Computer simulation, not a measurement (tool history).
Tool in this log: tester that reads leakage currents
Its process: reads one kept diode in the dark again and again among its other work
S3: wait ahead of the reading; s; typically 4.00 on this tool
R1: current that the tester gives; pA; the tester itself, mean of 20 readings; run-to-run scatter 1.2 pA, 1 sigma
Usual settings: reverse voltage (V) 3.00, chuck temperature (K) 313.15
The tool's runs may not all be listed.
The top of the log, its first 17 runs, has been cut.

{"run": 18, "day": 61.671, "reverse voltage (V)": 3.0, "chuck temperature (K)": 308.15, "S3": 4.0, "R1": 273.84}
{"run": 19, "day": 64.012, "reverse voltage (V)": 3.0, "chuck temperature (K)": 300.15, "S3": 4.0, "R1": 137.33}
{"run": 20, "day": 67.417, "reverse voltage (V)": 3.0, "chuck temperature (K)": 300.15, "S3": 4.0, "R1": 137.57}
{"run": 21, "day": 69.796, "reverse voltage (V)": 14.09, "chuck temperature (K)": 296.15, "S3": 7.79, "R1": 174.79}
{"run": 22, "day": 72.275, "reverse voltage (V)": 2.71, "chuck temperature (K)": 310.15, "S3": 4.0, "R1": 314.85}
{"run": 23, "day": 75.696, "reverse voltage (V)": 2.71, "chuck temperature (K)": 297.15, "S3": 1.15, "R1": 103.32}
{"run": 24, "day": 80.554, "reverse voltage (V)": 2.45, "chuck temperature (K)": 312.15, "S3": 5.01, "R1": 363.37}
{"run": 25, "day": 84.508, "reverse voltage (V)": 2.45, "chuck temperature (K)": 312.15, "S3": 2.22, "R1": 366.53}
{"run": 26, "day": 87.546, "reverse voltage (V)": 4.74, "chuck temperature (K)": 294.15, "S3": 4.4, "R1": 98.42}
{"run": 27, "day": 91.467, "reverse voltage (V)": 4.74, "chuck temperature (K)": 304.15, "S3": 2.74, "R1": 237.85}
{"run": 28, "day": 94.2, "reverse voltage (V)": 8.39, "chuck temperature (K)": 313.15, "S3": 1.97, "R1": 628.66}
{"day": 95.521, "done": "chuck's temperature calibrated"}
{"run": 29, "day": 97.992, "reverse voltage (V)": 8.39, "chuck temperature (K)": 313.15, "S3": 1.97, "R1": 562.05}
{"run": 30, "day": 102.162, "reverse voltage (V)": 8.39, "chuck temperature (K)": 328.15, "S3": 1.97, "R1": 1854.12}
{"run": 31, "day": 107.179, "reverse voltage (V)": 3.0, "chuck temperature (K)": 294.15, "S3": 0.54, "R1": 75.84}
{"day": 110.612, "done": "probe card cleaned and baked"}
{"run": 32, "day": 111.162, "reverse voltage (V)": 9.84, "chuck temperature (K)": 333.15, "S3": 1.12, "R1": 2856.55}
{"run": 33, "day": 113.271, "reverse voltage (V)": 3.0, "chuck temperature (K)": 313.15, "S3": 9.82, "R1": 391.0}
{"run": 34, "day": 117.35, "reverse voltage (V)": 3.0, "chuck temperature (K)": 298.15, "S3": 0.38, "R1": 107.96}
{"run": 35, "day": 120.438, "reverse voltage (V)": 3.0, "chuck temperature (K)": 318.15, "S3": 8.15, "R1": 591.99}
{"run": 36, "day": 123.608, "reverse voltage (V)": 11.86, "chuck temperature (K)": 295.15, "S3": 2.46, "R1": 133.42}
{"run": 37, "day": 126.279, "reverse voltage (V)": 11.86, "chuck temperature (K)": 295.15, "S3": 2.46, "R1": 134.18}
{"run": 38, "day": 130.862, "reverse voltage (V)": 1.15, "chuck temperature (K)": 309.15, "S3": 4.0, "R1": 200.83}
{"run": 39, "day": 134.054, "reverse voltage (V)": 1.94, "chuck temperature (K)": 314.15, "S3": 4.0, "R1": 370.45}

Branching from run 39: 4 alternative next runs. What would each branch give?
{"run": "A", "day": 138.683, "reverse voltage (V)": 15.13, "chuck temperature (K)": 327.15, "S3": 2.36, "R1": "?"}
{"run": "B", "day": 138.683, "reverse voltage (V)": 9.91, "chuck temperature (K)": 309.15, "S3": 4.0, "R1": "?"}
{"run": "C", "day": 138.683, "reverse voltage (V)": 15.69, "chuck temperature (K)": 313.15, "S3": 0.76, "R1": "?"}
{"run": "D", "day": 138.683, "reverse voltage (V)": 1.94, "chuck temperature (K)": 297.15, "S3": 4.0, "R1": "?"}

run=A R1=2195.15
run=B R1=440.57
run=C R1=737.35
run=D R1=84.25
With the hidden condition removed and each run's random variation left untouched, the same runs would have given:
run=A R1=2126.30
run=B R1=424.07
run=C R1=710.90
run=D R1=80.78
